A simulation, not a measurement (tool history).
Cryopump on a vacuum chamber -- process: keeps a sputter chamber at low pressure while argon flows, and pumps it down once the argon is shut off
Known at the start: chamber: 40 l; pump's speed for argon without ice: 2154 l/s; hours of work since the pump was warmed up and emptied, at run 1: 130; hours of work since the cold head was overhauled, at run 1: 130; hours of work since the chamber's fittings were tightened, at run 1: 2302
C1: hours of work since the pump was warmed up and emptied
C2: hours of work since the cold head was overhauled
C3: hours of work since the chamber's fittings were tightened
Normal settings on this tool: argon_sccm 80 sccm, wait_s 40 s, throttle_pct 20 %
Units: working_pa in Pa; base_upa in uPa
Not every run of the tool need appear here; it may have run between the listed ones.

Run 1, hour 0: usual settings; C1 130; C2 130; C3 2302. Result: working_pa 0.3162 Pa, base_upa 1.82 uPa.
At hour 12.1: leaking fittings of the chamber tightened, without venting.
Run 2, hour 56.8: usual settings; C1 158; C2 158; C3 23. Result: working_pa 0.3173 Pa, base_upa 1.08 uPa.
Run 3, hour 92.5: usual settings; C1 176; C2 176; C3 41. Result: working_pa 0.3204 Pa, base_upa 1.08 uPa.
Run 4, hour 130.8: usual settings; C1 195; C2 195; C3 60. Result: working_pa 0.3208 Pa, base_upa 1.08 uPa.
Run 5, hour 172.9: usual settings but wait_s 261 s; C1 217; C2 217; C3 82. Result: working_pa 0.3164 Pa, base_upa 0.3 uPa.
Run 6, hour 208.6: usual settings but wait_s 261 s; C1 235; C2 235; C3 100. Result: working_pa 0.3179 Pa, base_upa 0.33 uPa.
Run 7, hour 257.2: usual settings; C1 260; C2 260; C3 124. Result: working_pa 0.321 Pa, base_upa 1.14 uPa.
Run 8, hour 309.6: usual settings; C1 286; C2 286; C3 151. Result: working_pa 0.3223 Pa, base_upa 1.1 uPa.
Run 9, hour 348.8: usual settings but wait_s 36 s; C1 306; C2 306; C3 171. Result: working_pa 0.3196 Pa, base_upa 1.31 uPa.
Run 10, hour 402.7: usual settings but wait_s 36 s; C1 333; C2 333; C3 198. Result: working_pa 0.3198 Pa, base_upa 1.22 uPa.
Run 11, hour 437.7: usual settings but wait_s 28 s; C1 351; C2 351; C3 216. Result: working_pa 0.3238 Pa, base_upa 1.54 uPa.
Run 12, hour 462.6: usual settings but wait_s 103 s; C1 364; C2 364; C3 228. Result: working_pa 0.3226 Pa, base_upa 0.6 uPa.
Run 13, hour 503.9: usual settings but wait_s 275 s, throttle_pct 16 %; C1 385; C2 385; C3 249. Result: working_pa 0.4034 Pa, base_upa 0.41 uPa.
Run 14, hour 535.1: usual settings but argon_sccm 66 sccm, wait_s 33 s, throttle_pct 16 %; C1 400; C2 400; C3 265. Result: working_pa 0.3346 Pa, base_upa 1.34 uPa.
Run 15, hour 566.9: usual settings but argon_sccm 66 sccm, wait_s 33 s, throttle_pct 16 %; C1 417; C2 417; C3 281. Result: working_pa 0.3329 Pa, base_upa 1.39 uPa.
Run 16, hour 621.5: usual settings but argon_sccm 83 sccm, wait_s 288 s, throttle_pct 36 %; C1 444; C2 444; C3 309. Result: working_pa 0.1952 Pa, base_upa 0.41 uPa.
Run 17, hour 657.5: usual settings but argon_sccm 83 sccm, wait_s 288 s, throttle_pct 30 %; C1 462; C2 462; C3 327. Result: working_pa 0.2299 Pa, base_upa 0.46 uPa.

For run 18, what comes out?
Run 18, hour 684.1: usual settings but argon_sccm 83 sccm, wait_s 288 s, throttle_pct 30 %; C1 476; C2 476; C3 341. Result: working_pa ?, base_upa ?.

working_pa: 0.2313 Pa
base_upa: 0.43 uPa
Were there no unlogged condition in the tool, this run, its random variation unchanged, would have produced working_pa 0.2174 Pa, base_upa 0.27 uPa.
